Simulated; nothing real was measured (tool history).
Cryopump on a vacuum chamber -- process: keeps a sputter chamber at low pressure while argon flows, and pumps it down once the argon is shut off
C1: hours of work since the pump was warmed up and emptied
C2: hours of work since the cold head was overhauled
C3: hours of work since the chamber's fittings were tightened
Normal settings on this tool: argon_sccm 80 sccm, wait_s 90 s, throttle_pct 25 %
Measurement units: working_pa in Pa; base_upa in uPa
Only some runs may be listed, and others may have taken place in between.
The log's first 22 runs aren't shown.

run 23 hour=1691.6 | argon_sccm=51 wait_s=166 throttle_pct=38 | C1=200 C2=1850 C3=2273 | working_pa=0.1738 base_upa=1.29
run 24 hour=1791.6 | argon_sccm=51 wait_s=201 throttle_pct=55 | C1=277 C2=1926 C3=2350 | working_pa=0.1241 base_upa=1.23
run 25 hour=1846.8 | argon_sccm=141 wait_s=138 throttle_pct=25 | C1=319 C2=1969 C3=2392 | working_pa=0.7292 base_upa=1.47
run 26 hour=1952.3 | argon_sccm=80 wait_s=279 throttle_pct=25 | C1=400 C2=2049 C3=2473 | working_pa=0.4194 base_upa=1.19
run 27 hour=2062.0 | argon_sccm=84 wait_s=27 throttle_pct=33 | C1=484 C2=2134 C3=2557 | working_pa=0.3437 base_upa=4.15
run 28 hour=2109.8 | argon_sccm=137 wait_s=93 throttle_pct=21 | C1=521 C2=2170 C3=2594 | working_pa=0.8660 base_upa=1.95
run 29 hour=2218.3 | argon_sccm=102 wait_s=80 throttle_pct=19 | C1=604 C2=2253 C3=2677 | working_pa=0.7074 base_upa=2.18
-- hour=2254.7 leaking fittings of the chamber tightened, without venting
run 30 hour=2292.4 | argon_sccm=102 wait_s=80 throttle_pct=19 | C1=659 C2=2309 C3=29 | working_pa=0.7170 base_upa=1.46
run 31 hour=2387.0 | argon_sccm=68 wait_s=90 throttle_pct=52 | C1=731 C2=2381 C3=101 | working_pa=0.1988 base_upa=1.34
run 32 hour=2455.5 | argon_sccm=68 wait_s=90 throttle_pct=52 | C1=784 C2=2433 C3=154 | working_pa=0.2040 base_upa=1.36
-- hour=2517.4 pump warmed up, emptied and cooled again
run 33 hour=2535.2 | argon_sccm=113 wait_s=88 throttle_pct=52 | C1=14 C2=2491 C3=211 | working_pa=0.2759 base_upa=1.31
run 34 hour=2618.8 | argon_sccm=39 wait_s=53 throttle_pct=52 | C1=78 C2=2555 C3=275 | working_pa=0.0965 base_upa=2.01

Each row is a separate what-if for the run after 34, all from the same tool condition, not one after another. Results?
run A hour=2723.0 | argon_sccm=80 wait_s=90 throttle_pct=16 | C1=158 C2=2635 C3=355 | working_pa=? base_upa=?
run B hour=2723.0 | argon_sccm=80 wait_s=193 throttle_pct=28 | C1=158 C2=2635 C3=355 | working_pa=? base_upa=?
run C hour=2723.0 | argon_sccm=80 wait_s=46 throttle_pct=25 | C1=158 C2=2635 C3=355 | working_pa=? base_upa=?

run=A working_pa=0.6371 base_upa=1.39
run=B working_pa=0.3630 base_upa=0.80
run=C working_pa=0.4077 base_upa=2.21
The same runs, with their run-to-run variation unchanged, on a tool lacking any hidden condition would have given:
run=A working_pa=0.6272 base_upa=1.28
run=B working_pa=0.3532 base_upa=0.69
run=C working_pa=0.3980 base_upa=2.10

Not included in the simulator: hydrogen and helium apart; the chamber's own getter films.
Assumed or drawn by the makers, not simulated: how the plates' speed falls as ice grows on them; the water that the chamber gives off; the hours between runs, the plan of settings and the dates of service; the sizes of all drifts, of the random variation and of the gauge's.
